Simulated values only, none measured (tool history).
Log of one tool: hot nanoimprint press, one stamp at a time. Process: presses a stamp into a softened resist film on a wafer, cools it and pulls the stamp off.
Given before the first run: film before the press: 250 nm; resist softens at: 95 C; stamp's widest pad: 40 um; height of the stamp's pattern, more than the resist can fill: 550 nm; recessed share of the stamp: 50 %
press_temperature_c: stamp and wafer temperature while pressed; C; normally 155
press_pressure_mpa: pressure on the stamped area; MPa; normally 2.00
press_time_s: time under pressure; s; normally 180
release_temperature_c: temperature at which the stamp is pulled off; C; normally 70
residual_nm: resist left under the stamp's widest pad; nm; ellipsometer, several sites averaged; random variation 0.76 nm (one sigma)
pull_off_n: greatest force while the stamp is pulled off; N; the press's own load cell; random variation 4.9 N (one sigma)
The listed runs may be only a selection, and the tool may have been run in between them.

run	hour	press_temperature_c	press_pressure_mpa	press_time_s	release_temperature_c	residual_nm	pull_off_n
1	0.0	155	2.00	180	70	115.8	243
2	15.6	155	2.00	180	70	116.6	241
3	27.7	155	2.00	180	70	116.7	235
4	45.3	155	2.00	180	70	116.7	243
5	56.7	155	2.00	180	70	115.0	238
6	77.2	155	2.00	180	70	115.8	253
7	87.2	155	2.00	117	70	135.4	241
8	107.4	155	2.00	117	70	136.1	237
9	117.4	155	1.76	180	55	121.1	270
10	139.3	155	1.76	180	55	121.4	271
11	154.1	151	2.00	163	62	149.2	257
12	164.0	165	2.00	101	62	84.0	253
13	183.6	155	2.00	172	74	118.5	240
14	194.8	155	2.00	172	74	117.6	229

Each row is a separate what-if for the run after 14, all from the same tool condition, not one after another. Results?
A	215.4	154	2.00	139	63	?	?
B	215.4	155	2.00	275	78	?	?
C	215.4	157	1.37	172	58	?	?

run	residual_nm	pull_off_n
A	134.0	262
B	98.1	228
C	123.8	269
With no hidden state in the tool, these same runs would have given:
run	residual_nm	pull_off_n
A	134.1	259
B	98.3	225
C	123.9	265

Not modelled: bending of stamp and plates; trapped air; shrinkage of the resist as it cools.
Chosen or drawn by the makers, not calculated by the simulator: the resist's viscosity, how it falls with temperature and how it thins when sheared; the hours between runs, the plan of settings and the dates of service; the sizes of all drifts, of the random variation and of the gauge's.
